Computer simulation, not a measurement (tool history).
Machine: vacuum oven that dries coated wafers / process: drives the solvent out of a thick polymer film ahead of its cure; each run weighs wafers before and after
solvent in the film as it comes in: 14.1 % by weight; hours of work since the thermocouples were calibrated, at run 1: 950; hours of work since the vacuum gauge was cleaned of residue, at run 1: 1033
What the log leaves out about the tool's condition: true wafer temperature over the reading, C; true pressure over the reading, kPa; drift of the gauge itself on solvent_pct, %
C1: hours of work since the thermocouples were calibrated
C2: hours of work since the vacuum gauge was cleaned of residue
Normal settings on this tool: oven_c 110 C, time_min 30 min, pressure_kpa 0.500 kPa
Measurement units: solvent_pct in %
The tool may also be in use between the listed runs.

{"run": 1, "hour": 0.0, "oven_c": 110, "time_min": 30, "pressure_kpa": 0.5, "C1": 950, "C2": 1033, "solvent_pct": 1.06}
{"run": 2, "hour": 58.6, "oven_c": 110, "time_min": 30, "pressure_kpa": 0.5, "C1": 995, "C2": 1078, "solvent_pct": 0.99}
{"run": 3, "hour": 113.6, "oven_c": 110, "time_min": 30, "pressure_kpa": 0.5, "C1": 1038, "C2": 1120, "solvent_pct": 1.01}
{"run": 4, "hour": 190.6, "oven_c": 110, "time_min": 30, "pressure_kpa": 0.5, "C1": 1097, "C2": 1179, "solvent_pct": 1.12}
{"run": 5, "hour": 233.6, "oven_c": 110, "time_min": 30, "pressure_kpa": 0.5, "C1": 1130, "C2": 1213, "solvent_pct": 1.04}
{"run": 6, "hour": 286.9, "oven_c": 110, "time_min": 30, "pressure_kpa": 0.5, "C1": 1171, "C2": 1254, "solvent_pct": 1.05}
{"run": 7, "hour": 350.7, "oven_c": 110, "time_min": 30, "pressure_kpa": 0.5, "C1": 1220, "C2": 1303, "solvent_pct": 0.99}
{"run": 8, "hour": 426.8, "oven_c": 110, "time_min": 30, "pressure_kpa": 0.5, "C1": 1279, "C2": 1362, "solvent_pct": 1.05}
{"run": 9, "hour": 470.0, "oven_c": 110, "time_min": 30, "pressure_kpa": 0.5, "C1": 1312, "C2": 1395, "solvent_pct": 0.96}
{"run": 10, "hour": 529.3, "oven_c": 110, "time_min": 30, "pressure_kpa": 0.5, "C1": 1358, "C2": 1441, "solvent_pct": 1.05}
{"run": 11, "hour": 593.7, "oven_c": 110, "time_min": 30, "pressure_kpa": 0.5, "C1": 1407, "C2": 1490, "solvent_pct": 1.0}
{"run": 12, "hour": 656.0, "oven_c": 110, "time_min": 30, "pressure_kpa": 0.5, "C1": 1455, "C2": 1538, "solvent_pct": 1.07}
{"run": 13, "hour": 709.1, "oven_c": 110, "time_min": 30, "pressure_kpa": 0.5, "C1": 1496, "C2": 1579, "solvent_pct": 0.97}
{"run": 14, "hour": 784.6, "oven_c": 124, "time_min": 24, "pressure_kpa": 0.5, "C1": 1555, "C2": 1637, "solvent_pct": 0.46}
{"run": 15, "hour": 857.3, "oven_c": 124, "time_min": 24, "pressure_kpa": 0.5, "C1": 1611, "C2": 1693, "solvent_pct": 0.49}
{"run": 16, "hour": 924.9, "oven_c": 124, "time_min": 24, "pressure_kpa": 0.5, "C1": 1663, "C2": 1745, "solvent_pct": 0.42}
{"run": 17, "hour": 980.0, "oven_c": 99, "time_min": 24, "pressure_kpa": 0.5, "C1": 1705, "C2": 1788, "solvent_pct": 3.19}
{"hour": 1003.8, "done": "oven's thermocouples calibrated"}
{"run": 18, "hour": 1018.4, "oven_c": 110, "time_min": 27, "pressure_kpa": 0.5, "C1": 11, "C2": 1816, "solvent_pct": 1.16}
{"run": 19, "hour": 1068.7, "oven_c": 109, "time_min": 18, "pressure_kpa": 0.5, "C1": 50, "C2": 1855, "solvent_pct": 2.55}
{"run": 20, "hour": 1113.7, "oven_c": 110, "time_min": 44, "pressure_kpa": 0.414, "C1": 85, "C2": 1889, "solvent_pct": 0.54}
{"run": 21, "hour": 1147.7, "oven_c": 99, "time_min": 48, "pressure_kpa": 0.783, "C1": 111, "C2": 1916, "solvent_pct": 1.71}
{"run": 22, "hour": 1192.9, "oven_c": 122, "time_min": 31, "pressure_kpa": 0.363, "C1": 146, "C2": 1950, "solvent_pct": 0.23}

Each row is a separate what-if for the run after 22, all from the same tool condition, not one after another. Results?
{"run": "A", "hour": 1265.3, "oven_c": 111, "time_min": 22, "pressure_kpa": 1.943, "C1": 201, "C2": 2006, "solvent_pct": "?"}
{"run": "B", "hour": 1265.3, "oven_c": 113, "time_min": 20, "pressure_kpa": 0.353, "C1": 201, "C2": 2006, "solvent_pct": "?"}
{"run": "C", "hour": 1265.3, "oven_c": 99, "time_min": 31, "pressure_kpa": 1.07, "C1": 201, "C2": 2006, "solvent_pct": "?"}
{"run": "D", "hour": 1265.3, "oven_c": 106, "time_min": 48, "pressure_kpa": 0.382, "C1": 201, "C2": 2006, "solvent_pct": "?"}
{"run": "E", "hour": 1265.3, "oven_c": 120, "time_min": 53, "pressure_kpa": 0.363, "C1": 201, "C2": 2006, "solvent_pct": "?"}

run=A solvent_pct=2.74
run=B solvent_pct=1.53
run=C solvent_pct=2.92
run=D solvent_pct=0.58
run=E solvent_pct=0.35
With no hidden state in the tool, these same runs would have given:
run=A solvent_pct=2.72
run=B solvent_pct=1.51
run=C solvent_pct=2.89
run=D solvent_pct=0.55
run=E solvent_pct=0.33
